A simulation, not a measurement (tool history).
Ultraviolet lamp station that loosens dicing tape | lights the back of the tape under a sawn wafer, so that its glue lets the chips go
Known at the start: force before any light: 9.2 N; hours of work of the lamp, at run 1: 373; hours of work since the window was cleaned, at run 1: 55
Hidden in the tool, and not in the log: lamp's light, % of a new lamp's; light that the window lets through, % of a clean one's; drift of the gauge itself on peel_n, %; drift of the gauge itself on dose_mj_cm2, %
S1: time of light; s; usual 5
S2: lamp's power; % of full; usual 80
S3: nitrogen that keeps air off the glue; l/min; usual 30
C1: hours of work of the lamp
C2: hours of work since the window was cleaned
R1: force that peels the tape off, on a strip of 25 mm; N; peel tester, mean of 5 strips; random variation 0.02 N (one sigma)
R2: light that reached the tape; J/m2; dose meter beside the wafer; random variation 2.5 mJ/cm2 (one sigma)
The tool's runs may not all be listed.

run,hour,S1,S2,S3,C1,C2,R1,R2
1,0,5,80,30,373,55,1.007,2950
2,95.3,5,80,41,432,114,0.797,3000
3,177.9,5,80,41,483,165,0.821,3000
4,246.7,5,80,41,525,207,0.804,2970
5,288.9,5,80,41,551,233,0.796,2980
6,356.1,5,80,41,593,274,0.807,2970
7,408.9,5,80,30,625,307,0.985,2980
8,482.3,5,80,11,670,352,1.924,2990
9,569.5,5,80,11,724,406,1.889,2980
# hour 663: lamp changed
10,665,5,80,15,1,464,1.548,3010
11,748.6,5,80,15,53,516,1.54,3000
12,793.9,5,99,30,81,544,0.599,3700
# hour 803.2: window cleaned of glue's vapour
13,889.1,5,85,30,139,53,0.875,3180
14,967.8,5,80,30,188,101,0.958,2930
15,1037.4,5,80,30,231,144,0.98,3010
16,1094.2,5,79,30,266,179,1.039,2960
17,1183.9,5,79,30,321,235,1.053,2980
18,1236.5,5,79,30,353,267,1.039,2920
19,1296.5,5,79,30,390,304,1.008,3010
20,1384.9,5,80,9,445,359,2.153,2980
21,1477.3,5,65,9,502,416,2.772,2460
22,1519.4,5,65,9,528,442,2.74,2430
23,1608.9,5,65,9,583,497,2.795,2400
# hour 1697.2: window cleaned of glue's vapour
24,1697.2,8,65,9,637,0,1.329,3860
25,1761.9,3,99,57,677,40,1.292,2230
26,1849.4,3,73,11,731,94,3.748,1640
27,1903,4,98,14,764,127,1.699,2920
# hour 1926.9: lamp changed
28,1984.2,2,90,14,35,176,4.328,1340
29,2031.9,2,90,14,65,206,4.103,1360
30,2108.1,4,79,28,112,253,1.624,2340
31,2162.6,5,91,28,145,286,0.799,3400
32,2243.2,8,69,17,195,336,0.751,4110
33,2294.6,8,69,17,227,368,0.727,4120
34,2361.7,5,73,30,268,409,1.201,2750
35,2455.5,6,84,13,326,467,1.13,3760
36,2535.1,6,74,14,375,516,1.313,3300
37,2580.3,7,80,14,403,544,0.866,4190
# hour 2590.1: window cleaned of glue's vapour
38,2625.3,7,76,30,430,22,0.517,4000
39,2705.6,7,76,11,480,71,1.128,3950
40,2775.3,5,80,51,523,114,0.713,3010
41,2850.3,5,80,51,569,160,0.697,2960
42,2895,4,67,9,597,188,3.406,2030

Forecast each of these 4 alternatives for the next run:
A,2966.1,4,67,28,641,232,?,?
B,2966.1,5,87,48,641,232,?,?
C,2966.1,4,99,15,641,232,?,?
D,2966.1,4,61,42,641,232,?,?

run,R1,R2
A,2.045,2010
B,0.571,3280
C,1.516,2940
D,2.054,1790
Without the tool's hidden state the same runs would have given:
run,R1,R2
A,2.038,2020
B,0.568,3290
C,1.509,2950
D,2.046,1790
